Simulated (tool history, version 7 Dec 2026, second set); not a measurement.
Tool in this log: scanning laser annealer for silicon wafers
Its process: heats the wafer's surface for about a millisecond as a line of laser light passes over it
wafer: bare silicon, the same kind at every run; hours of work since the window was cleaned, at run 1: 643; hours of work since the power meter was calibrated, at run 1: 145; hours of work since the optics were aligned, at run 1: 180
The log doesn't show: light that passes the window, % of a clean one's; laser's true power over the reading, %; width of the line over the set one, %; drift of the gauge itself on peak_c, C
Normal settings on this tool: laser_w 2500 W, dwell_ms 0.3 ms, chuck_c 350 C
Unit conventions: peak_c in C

| run | hour | laser_w | dwell_ms | chuck_c | hours of work since the window was cleaned | hours of work since the power meter was calibrated | hours of work since the optics were aligned | peak_c |
|---|---|---|---|---|---|---|---|---|
| 1 | 0 | 2500 | 0.3 | 350 | 643 | 145 | 180 | 1116 |
|  | 42.4 | window over the wafer cleaned |
| 2 | 48.8 | 2500 | 0.3 | 350 | 4 | 175 | 211 | 1154 |
| 3 | 77.2 | 2500 | 0.3 | 350 | 23 | 194 | 230 | 1154 |
| 4 | 124.6 | 2500 | 0.3 | 350 | 54 | 225 | 261 | 1158 |
| 5 | 160.8 | 2500 | 0.3 | 350 | 78 | 249 | 285 | 1152 |
| 6 | 192.9 | 2500 | 0.3 | 350 | 99 | 271 | 306 | 1153 |
| 7 | 232.1 | 2500 | 0.3 | 350 | 125 | 296 | 332 | 1149 |
| 8 | 274.8 | 2416 | 0.3 | 350 | 153 | 325 | 360 | 1117 |
| 9 | 321.7 | 2416 | 0.3 | 350 | 184 | 356 | 391 | 1115 |
| 10 | 344 | 2500 | 0.358 | 350 | 199 | 370 | 406 | 1215 |
| 11 | 379.7 | 2500 | 0.23 | 350 | 222 | 394 | 429 | 1043 |
| 12 | 422.2 | 2500 | 0.23 | 350 | 251 | 422 | 458 | 1038 |
| 13 | 445.7 | 2500 | 0.23 | 350 | 266 | 437 | 473 | 1041 |
| 14 | 472.5 | 2500 | 0.3 | 350 | 284 | 455 | 491 | 1139 |
| 15 | 509.2 | 2500 | 0.3 | 350 | 308 | 479 | 515 | 1135 |
| 16 | 533.6 | 2500 | 0.3 | 325 | 324 | 495 | 531 | 1108 |
| 17 | 566.4 | 2500 | 0.213 | 350 | 346 | 517 | 553 | 1006 |
| 18 | 586.2 | 2500 | 0.258 | 350 | 359 | 530 | 566 | 1075 |
| 19 | 630.5 | 2500 | 0.3 | 350 | 388 | 559 | 595 | 1131 |
| 20 | 661.6 | 2500 | 0.3 | 350 | 408 | 580 | 615 | 1128 |
| 21 | 683.3 | 2355 | 0.243 | 367 | 423 | 594 | 630 | 1024 |
| 22 | 727 | 2286 | 0.309 | 352 | 452 | 623 | 659 | 1066 |
| 23 | 760.3 | 2633 | 0.254 | 330 | 474 | 645 | 681 | 1080 |
| 24 | 796.8 | 2242 | 0.3 | 350 | 498 | 669 | 705 | 1033 |
| 25 | 820.6 | 2500 | 0.3 | 328 | 513 | 685 | 720 | 1099 |
| 26 | 843.9 | 2560 | 0.323 | 350 | 529 | 700 | 736 | 1169 |
| 27 | 882.2 | 2560 | 0.323 | 350 | 554 | 725 | 761 | 1168 |
| 28 | 915.3 | 2560 | 0.323 | 350 | 576 | 747 | 783 | 1166 |
| 29 | 941.3 | 2618 | 0.271 | 350 | 593 | 764 | 800 | 1115 |
| 30 | 964.6 | 2402 | 0.3 | 350 | 608 | 780 | 815 | 1083 |
| 31 | 987.5 | 2402 | 0.3 | 350 | 623 | 795 | 830 | 1081 |
| 32 | 1028.9 | 2743 | 0.213 | 350 | 651 | 822 | 858 | 1060 |
|  | 1061.2 | window over the wafer cleaned |
| 33 | 1065.1 | 2321 | 0.277 | 389 | 3 | 845 | 880 | 1100 |
| 34 | 1110.8 | 2500 | 0.3 | 320 | 33 | 875 | 910 | 1121 |
| 35 | 1157.6 | 2147 | 0.23 | 319 | 64 | 906 | 941 | 908 |
| 36 | 1196.6 | 2338 | 0.256 | 332 | 89 | 931 | 967 | 1016 |
| 37 | 1229.3 | 2338 | 0.319 | 332 | 111 | 953 | 989 | 1094 |
| 38 | 1275.5 | 2245 | 0.28 | 350 | 141 | 983 | 1019 | 1031 |
| 39 | 1299.7 | 2274 | 0.28 | 363 | 157 | 999 | 1035 | 1051 |
| 40 | 1338.7 | 2465 | 0.214 | 334 | 183 | 1025 | 1061 | 991 |

Here are 4 independent what-if runs from the current tool condition. What would each one return?
| A | 1374.5 | 2260 | 0.264 | 362 | 207 | 1049 | 1084 | ? |
| B | 1374.5 | 2629 | 0.3 | 350 | 207 | 1049 | 1084 | ? |
| C | 1374.5 | 2465 | 0.214 | 353 | 207 | 1049 | 1084 | ? |
| D | 1374.5 | 2500 | 0.236 | 350 | 207 | 1049 | 1084 | ? |

| run | peak_c |
|---|---|
| A | 1023 |
| B | 1184 |
| C | 1002 |
| D | 1044 |
Take away the tool's hidden state, keep each run's random variation, and the runs would have read:
| run | peak_c |
|---|---|
| A | 1042 |
| B | 1208 |
| C | 1021 |
| D | 1064 |

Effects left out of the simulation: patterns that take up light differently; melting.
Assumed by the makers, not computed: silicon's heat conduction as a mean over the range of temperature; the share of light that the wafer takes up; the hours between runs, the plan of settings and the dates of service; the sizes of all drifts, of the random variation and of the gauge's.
